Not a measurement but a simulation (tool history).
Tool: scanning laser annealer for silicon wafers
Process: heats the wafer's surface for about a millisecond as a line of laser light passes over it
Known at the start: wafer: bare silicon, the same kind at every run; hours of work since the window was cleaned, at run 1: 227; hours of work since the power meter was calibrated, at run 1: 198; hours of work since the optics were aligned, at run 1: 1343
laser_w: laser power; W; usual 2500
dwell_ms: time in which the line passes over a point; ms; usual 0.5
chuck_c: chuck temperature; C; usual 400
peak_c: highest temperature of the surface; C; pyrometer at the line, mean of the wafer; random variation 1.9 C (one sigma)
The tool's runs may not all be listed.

run,hour,laser_w,dwell_ms,chuck_c,hours of work since the window was cleaned,hours of work since the power meter was calibrated,hours of work since the optics were aligned,peak_c
1,0,2500,0.5,400,227,198,1343,1071
2,16.1,2500,0.5,400,234,205,1350,1074
3,36.3,2500,0.5,400,243,214,1359,1071
4,50.1,2500,0.5,400,249,220,1365,1067
5,70.3,2500,0.5,400,258,229,1374,1068
6,93.8,2500,0.5,400,268,239,1384,1068
7,108.6,2500,0.5,397,275,245,1391,1062
8,122.2,2500,0.5,397,281,251,1397,1063
9,144.5,2500,0.5,397,291,261,1406,1060
10,156.5,2500,0.5,397,296,266,1412,1062
11,170.3,2500,0.5,397,302,273,1418,1060
12,190.4,2447,0.5,397,311,281,1427,1042
# hour 197.4: optics aligned, line set to its width
# hour 202: window over the wafer cleaned
13,219.4,2500,0.5,407,8,291,9,1079
14,231.3,2425,0.496,435,13,296,14,1078
15,249.3,2597,0.399,394,21,304,22,1021
16,259.9,2567,0.5,365,25,309,27,1062
17,271.9,2132,0.4,397,31,314,32,886
18,284.7,2704,0.466,362,36,320,37,1079
19,301.3,2147,0.436,381,44,327,45,888
20,321.9,2147,0.436,381,53,336,54,889
# hour 331.2: optics aligned, line set to its width, once more
21,337.4,2147,0.436,381,57,341,3,914
22,361.2,2500,0.396,400,68,351,13,1021
23,376.6,2643,0.388,374,74,358,20,1034
24,398.5,2748,0.379,370,84,367,30,1059

The same runs without the tool's hidden state, with the same run-to-run variation:
The hidden state here: light that passes the window, % of a clean one's; laser's true power over the reading, %; width of the line over the set one, %; drift of the gauge itself on peak_c, C.
run,peak_c
1,1106
2,1110
3,1107
4,1104
5,1106
6,1107
7,1102
8,1103
9,1101
10,1104
11,1102
12,1084
13,1112
14,1111
15,1053
16,1098
17,912
18,1118
19,916
20,918
21,918
22,1026
23,1040
24,1066
